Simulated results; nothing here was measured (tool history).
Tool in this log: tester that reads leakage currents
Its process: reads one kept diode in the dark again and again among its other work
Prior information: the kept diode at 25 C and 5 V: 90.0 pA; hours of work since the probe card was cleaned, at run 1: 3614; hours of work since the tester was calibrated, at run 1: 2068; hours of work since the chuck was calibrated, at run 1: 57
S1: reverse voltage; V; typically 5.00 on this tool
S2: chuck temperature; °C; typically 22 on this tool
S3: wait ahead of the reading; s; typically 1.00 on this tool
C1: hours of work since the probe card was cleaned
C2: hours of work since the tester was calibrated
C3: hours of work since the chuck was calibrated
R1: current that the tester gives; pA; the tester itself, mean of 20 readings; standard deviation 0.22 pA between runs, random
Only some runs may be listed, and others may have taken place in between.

Run 1, hour 0.0: usual settings; C1 3614; C2 2068; C3 57. Result: R1 87.66 pA.
At hour 109.8: probe card cleaned and baked.
Run 2, hour 128.3: usual settings; C1 9; C2 2132; C3 121. Result: R1 73.39 pA.
Run 3, hour 215.2: usual settings; C1 54; C2 2177; C3 165. Result: R1 73.72 pA.
Run 4, hour 390.3: usual settings but S2 27 °C; C1 143; C2 2266; C3 254. Result: R1 108.69 pA.
Run 5, hour 522.2: usual settings; C1 210; C2 2333; C3 322. Result: R1 74.87 pA.
Run 6, hour 671.2: usual settings; C1 286; C2 2409; C3 397. Result: R1 75.10 pA.
Run 7, hour 822.6: usual settings; C1 363; C2 2486; C3 475. Result: R1 76.13 pA.
Run 8, hour 915.8: usual settings but S3 5.69 s; C1 411; C2 2533; C3 522. Result: R1 75.67 pA.
Run 9, hour 1014.7: usual settings but S3 5.69 s; C1 461; C2 2584; C3 572. Result: R1 76.22 pA.
Run 10, hour 1158.3: usual settings; C1 534; C2 2657; C3 646. Result: R1 77.49 pA.
Run 11, hour 1240.8: usual settings; C1 576; C2 2699; C3 688. Result: R1 78.45 pA.
Run 12, hour 1348.9: usual settings but S1 1.28 V, S2 37 °C, S3 1.19 s; C1 631; C2 2754; C3 743. Result: R1 118.19 pA.
Run 13, hour 1492.1: usual settings but S1 3.20 V, S2 37 °C, S3 1.81 s; C1 704; C2 2827; C3 816. Result: R1 188.60 pA.
Run 14, hour 1652.0: usual settings but S1 3.20 V, S2 37 °C, S3 1.81 s; C1 786; C2 2909; C3 897. Result: R1 189.57 pA.
At hour 1662.4: tester calibrated.
Run 15, hour 1810.8: usual settings but S2 23 °C; C1 866; C2 76; C3 977. Result: R1 86.65 pA.
Run 16, hour 1954.7: usual settings but S1 1.62 V, S2 37 °C, S3 0.33 s; C1 939; C2 149; C3 1050. Result: R1 137.63 pA.
At hour 2062.9: tester calibrated, once more.
Run 17, hour 2071.1: usual settings but S3 1.62 s; C1 997; C2 4; C3 1109. Result: R1 80.09 pA.
Run 18, hour 2143.1: usual settings but S2 54 °C; C1 1034; C2 41; C3 1145. Result: R1 745.50 pA.
Run 19, hour 2292.3: usual settings but S2 40 °C, S3 7.76 s; C1 1110; C2 117; C3 1221. Result: R1 294.98 pA.
Run 20, hour 2395.5: usual settings but S1 2.28 V, S2 37 °C, S3 0.67 s; C1 1162; C2 169; C3 1274. Result: R1 161.09 pA.
Run 21, hour 2549.2: usual settings but S1 12.89 V; C1 1241; C2 248; C3 1352. Result: R1 138.57 pA.

Consider 3 possible next runs. They are alternatives, not a sequence: every one starts from the tool as it was left by run 21. What does each give?
Run A, hour 2660.9: usual settings but S3 1.92 s; C1 1298; C2 305; C3 1409. Result: R1 ?.
Run B, hour 2660.9: usual settings but S1 2.32 V, S2 21 °C; C1 1298; C2 305; C3 1409. Result: R1 ?.
Run C, hour 2660.9: usual settings but S2 57 °C, S3 1.59 s; C1 1298; C2 305; C3 1409. Result: R1 ?.

run      R1
  A   82.01
  B   51.19
  C  910.17
Stripped of hidden state, with their random variation kept, the same runs would have yielded:
run      R1
  A   71.53
  B   45.39
  C  854.35

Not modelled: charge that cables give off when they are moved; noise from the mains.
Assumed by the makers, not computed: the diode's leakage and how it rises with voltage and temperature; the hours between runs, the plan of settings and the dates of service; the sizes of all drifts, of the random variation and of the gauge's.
